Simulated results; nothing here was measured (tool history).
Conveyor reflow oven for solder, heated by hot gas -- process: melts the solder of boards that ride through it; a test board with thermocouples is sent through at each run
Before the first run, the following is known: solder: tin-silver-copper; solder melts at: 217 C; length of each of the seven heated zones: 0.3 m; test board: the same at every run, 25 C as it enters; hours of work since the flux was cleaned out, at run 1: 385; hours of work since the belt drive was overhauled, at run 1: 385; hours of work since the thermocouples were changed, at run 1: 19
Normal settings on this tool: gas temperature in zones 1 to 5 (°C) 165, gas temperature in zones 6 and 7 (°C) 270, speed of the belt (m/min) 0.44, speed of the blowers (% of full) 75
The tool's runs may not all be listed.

run,hour,gas temperature in zones 1 to 5 (°C),gas temperature in zones 6 and 7 (°C),speed of the belt (m/min),speed of the blowers (% of full),hours of work since the flux was cleaned out,hours of work since the belt drive was overhauled,hours of work since the thermocouples were changed,highest temperature of the board (°C),time above the solder's melting point (s)
1,0,165,270,0.44,75,385,385,19,256,62.2
2,6.6,165,270,0.44,75,389,389,23,255.6,62.1
3,11.9,165,270,0.44,75,392,392,26,255.7,61.9
4,21.3,165,270,0.44,75,398,398,32,255.6,61.7
5,33.3,165,270,0.44,75,406,406,40,256.5,62.1
6,41.7,159,270,0.44,63,411,411,45,251.6,56.4
7,50,165,262,0.44,64,416,416,50,246.3,53.7
# hour 55: belt drive overhauled, speed set with a stopwatch
8,65.6,151,270,0.39,75,424,7,57,258.1,68.2
9,72.2,151,270,0.44,64,428,11,62,251.1,53.3
10,80.7,151,270,0.44,64,433,16,67,250.8,53.4

Measured less the same run without the tool's hidden state. The same run-to-run variation is in both; the gauge's scatter may not be:
Hidden conditions of the tool in this case: heat that the gas passes to the board, % of a clean oven's; belt's true speed, % of the reading; true gas temperature in zones 6 and 7 over the reading, C; drift of the gauge itself on peak_c, C; drift of the gauge itself on liquid_s, %.
run,highest temperature of the board (°C),time above the solder's melting point (s)
1,-2.1,-1.6
2,-2.2,-1.6
3,-2.2,-1.6
4,-2.2,-1.6
5,-2.2,-1.6
6,-2.2,-1.8
7,-2,-2.1
8,-2,-1.6
9,-2.2,-1.9
10,-2.3,-1.9
